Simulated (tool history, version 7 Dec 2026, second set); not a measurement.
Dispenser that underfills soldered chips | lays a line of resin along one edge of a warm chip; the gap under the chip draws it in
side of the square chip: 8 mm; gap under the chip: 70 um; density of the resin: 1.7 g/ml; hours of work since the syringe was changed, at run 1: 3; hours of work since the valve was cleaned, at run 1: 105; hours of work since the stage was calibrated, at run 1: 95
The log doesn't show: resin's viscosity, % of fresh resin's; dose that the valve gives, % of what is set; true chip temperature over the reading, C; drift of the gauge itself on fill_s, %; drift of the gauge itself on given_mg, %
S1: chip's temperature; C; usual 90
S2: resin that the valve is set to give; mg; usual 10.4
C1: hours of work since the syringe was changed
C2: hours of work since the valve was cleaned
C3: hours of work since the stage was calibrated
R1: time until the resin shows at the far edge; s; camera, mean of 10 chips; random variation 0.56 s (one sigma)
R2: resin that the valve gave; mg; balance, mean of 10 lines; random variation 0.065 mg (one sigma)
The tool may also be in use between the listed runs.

| run | hour | S1 | S2 | C1 | C2 | C3 | R1 | R2 |
|---|---|---|---|---|---|---|---|---|
| 1 | 0 | 90 | 10.4 | 3 | 105 | 95 | 61.3 | 9.85 |
| 2 | 2.8 | 101 | 10.4 | 5 | 107 | 97 | 53.6 | 9.7 |
|  | 6.3 | new syringe of resin |
| 3 | 7.6 | 93 | 10.4 | 1 | 110 | 101 | 47.7 | 9.71 |
| 4 | 12.7 | 93 | 10.4 | 5 | 114 | 105 | 62.6 | 9.68 |
| 5 | 15.5 | 101 | 10.4 | 7 | 116 | 107 | 59 | 9.67 |
|  | 17 | new syringe of resin |
|  | 18.7 | dispensing valve cleaned and set on the balance |
| 6 | 22.2 | 101 | 10.4 | 3 | 3 | 111 | 44 | 10.33 |
| 7 | 25.9 | 85 | 10.4 | 6 | 5 | 113 | 81.7 | 10.28 |
|  | 28.8 | new syringe of resin |
| 8 | 29.7 | 90 | 11.6 | 1 | 8 | 116 | 49.5 | 11.47 |
| 9 | 34.9 | 90 | 11.6 | 5 | 12 | 120 | 63.8 | 11.54 |
|  | 39.3 | new syringe of resin |
| 10 | 39.3 | 90 | 11.6 | 0 | 15 | 123 | 46.2 | 11.58 |
| 11 | 43.5 | 90 | 12.4 | 3 | 18 | 126 | 57.2 | 12.21 |
| 12 | 48.4 | 90 | 12.4 | 7 | 21 | 129 | 73.3 | 12.33 |
|  | 50.1 | new syringe of resin |
| 13 | 54.7 | 92 | 10.4 | 3 | 26 | 134 | 57.7 | 10.25 |
| 14 | 58.3 | 90 | 11.3 | 6 | 29 | 137 | 71.8 | 11.09 |
|  | 60.7 | new syringe of resin |
| 15 | 62.2 | 90 | 11.3 | 1 | 31 | 139 | 50.6 | 11.19 |
| 16 | 68 | 90 | 11.3 | 5 | 35 | 143 | 67.9 | 11.11 |
|  | 71.2 | new syringe of resin |
| 17 | 73.4 | 90 | 12.6 | 2 | 39 | 147 | 51.7 | 12.42 |
| 18 | 78.8 | 90 | 12.6 | 6 | 43 | 151 | 68.1 | 12.32 |
|  | 82 | new syringe of resin |
| 19 | 84.3 | 90 | 12.6 | 2 | 47 | 155 | 51.8 | 12.32 |
| 20 | 87.3 | 90 | 9.7 | 4 | 49 | 157 | 63.1 | 9.36 |
| 21 | 90.7 | 90 | 9.7 | 6 | 52 | 160 | 75.9 | 9.41 |
|  | 92.5 | new syringe of resin |
| 22 | 95.4 | 90 | 9.7 | 2 | 55 | 163 | 55 | 9.47 |
| 23 | 99.9 | 100 | 12.2 | 5 | 58 | 166 | 51.7 | 11.79 |
|  | 103.2 | new syringe of resin |
| 24 | 106 | 86 | 11 | 2 | 63 | 171 | 61 | 10.69 |
| 25 | 108.5 | 77 | 12.1 | 4 | 64 | 172 | 86 | 11.59 |
| 26 | 111 | 85 | 9 | 6 | 66 | 174 | 86.5 | 8.64 |
|  | 114 | new syringe of resin |
| 27 | 116 | 103 | 10.6 | 1 | 70 | 178 | 36.3 | 10.21 |
| 28 | 119.8 | 93 | 10.6 | 4 | 73 | 181 | 59.1 | 10.14 |
| 29 | 122.2 | 93 | 10.6 | 6 | 74 | 182 | 66 | 10.21 |
|  | 124.6 | new syringe of resin |
| 30 | 127.8 | 90 | 11.8 | 2 | 78 | 186 | 53.6 | 11.44 |
| 31 | 133.2 | 76 | 12.4 | 6 | 82 | 190 | 104.9 | 11.94 |

Forecast each of these 5 alternatives for the next run:
|  | 135.2 | new syringe of resin |
| A | 138 | 75 | 11.9 | 2 | 86 | 194 | ? | ? |
|  | 135.2 | new syringe of resin |
| B | 138 | 91 | 12.4 | 2 | 86 | 194 | ? | ? |
|  | 135.2 | new syringe of resin |
| C | 138 | 81 | 10.4 | 2 | 86 | 194 | ? | ? |
|  | 135.2 | new syringe of resin |
| D | 138 | 84 | 12.4 | 2 | 86 | 194 | ? | ? |
|  | 135.2 | new syringe of resin |
| E | 138 | 78 | 9.4 | 2 | 86 | 194 | ? | ? |

| run | R1 | R2 |
|---|---|---|
| A | 81.1 | 11.34 |
| B | 51.9 | 11.85 |
| C | 70.2 | 9.85 |
| D | 63.8 | 11.85 |
| E | 80.8 | 8.86 |
Without the tool's hidden state the same runs would have given:
| run | R1 | R2 |
|---|---|---|
| A | 70.5 | 11.91 |
| B | 45.1 | 12.45 |
| C | 60.6 | 10.35 |
| D | 55.6 | 12.45 |
| E | 69.3 | 9.3 |
